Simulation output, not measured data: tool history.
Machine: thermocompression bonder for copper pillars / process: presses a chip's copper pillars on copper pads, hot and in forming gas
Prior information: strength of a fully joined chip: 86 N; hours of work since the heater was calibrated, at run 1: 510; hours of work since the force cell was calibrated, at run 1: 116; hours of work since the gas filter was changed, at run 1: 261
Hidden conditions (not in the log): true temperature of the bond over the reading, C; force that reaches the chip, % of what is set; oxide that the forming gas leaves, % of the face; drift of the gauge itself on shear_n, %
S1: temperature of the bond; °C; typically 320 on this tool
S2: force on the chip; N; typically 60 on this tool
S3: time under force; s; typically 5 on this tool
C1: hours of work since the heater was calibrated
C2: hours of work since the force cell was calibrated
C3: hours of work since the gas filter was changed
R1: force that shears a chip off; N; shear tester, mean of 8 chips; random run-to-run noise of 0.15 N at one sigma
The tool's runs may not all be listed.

{"run": 1, "hour": 0.0, "S1": 320, "S2": 60, "S3": 5, "C1": 510, "C2": 116, "C3": 261, "R1": 36.5}
{"run": 2, "hour": 7.4, "S1": 320, "S2": 60, "S3": 5, "C1": 515, "C2": 122, "C3": 266, "R1": 36.7}
{"run": 3, "hour": 12.9, "S1": 320, "S2": 60, "S3": 5, "C1": 519, "C2": 125, "C3": 270, "R1": 36.6}
{"run": 4, "hour": 20.0, "S1": 320, "S2": 60, "S3": 5, "C1": 524, "C2": 130, "C3": 275, "R1": 36.9}
{"run": 5, "hour": 26.8, "S1": 320, "S2": 60, "S3": 5, "C1": 529, "C2": 135, "C3": 280, "R1": 36.6}
{"run": 6, "hour": 35.1, "S1": 320, "S2": 45, "S3": 5, "C1": 535, "C2": 141, "C3": 286, "R1": 31.8}
{"run": 7, "hour": 44.9, "S1": 320, "S2": 45, "S3": 5, "C1": 542, "C2": 148, "C3": 293, "R1": 32.4}
{"run": 8, "hour": 53.2, "S1": 320, "S2": 60, "S3": 5, "C1": 548, "C2": 154, "C3": 299, "R1": 36.6}
{"run": 9, "hour": 61.3, "S1": 320, "S2": 60, "S3": 5, "C1": 553, "C2": 160, "C3": 305, "R1": 36.6}
{"run": 10, "hour": 70.5, "S1": 324, "S2": 46, "S3": 3, "C1": 560, "C2": 166, "C3": 311, "R1": 27.0}
{"run": 11, "hour": 81.1, "S1": 324, "S2": 46, "S3": 3, "C1": 568, "C2": 174, "C3": 319, "R1": 27.3}
{"run": 12, "hour": 88.3, "S1": 291, "S2": 46, "S3": 5, "C1": 573, "C2": 179, "C3": 324, "R1": 23.8}
{"run": 13, "hour": 93.3, "S1": 322, "S2": 44, "S3": 9, "C1": 576, "C2": 182, "C3": 327, "R1": 40.0}
{"run": 14, "hour": 98.0, "S1": 322, "S2": 44, "S3": 9, "C1": 580, "C2": 186, "C3": 331, "R1": 39.8}
{"run": 15, "hour": 103.5, "S1": 322, "S2": 44, "S3": 9, "C1": 583, "C2": 190, "C3": 334, "R1": 40.1}

3 options for the next run, each taken on its own from the tool as it stands now. Forecast them:
{"run": "A", "hour": 113.4, "S1": 301, "S2": 88, "S3": 3, "C1": 590, "C2": 197, "C3": 342, "R1": "?"}
{"run": "B", "hour": 113.4, "S1": 325, "S2": 61, "S3": 9, "C1": 590, "C2": 197, "C3": 342, "R1": "?"}
{"run": "C", "hour": 113.4, "S1": 320, "S2": 59, "S3": 5, "C1": 590, "C2": 197, "C3": 342, "R1": "?"}

run=A R1=30.1
run=B R1=46.9
run=C R1=36.1
Without the tool's unlogged condition, the same runs would have read:
run=A R1=30.4
run=B R1=47.4
run=C R1=36.5
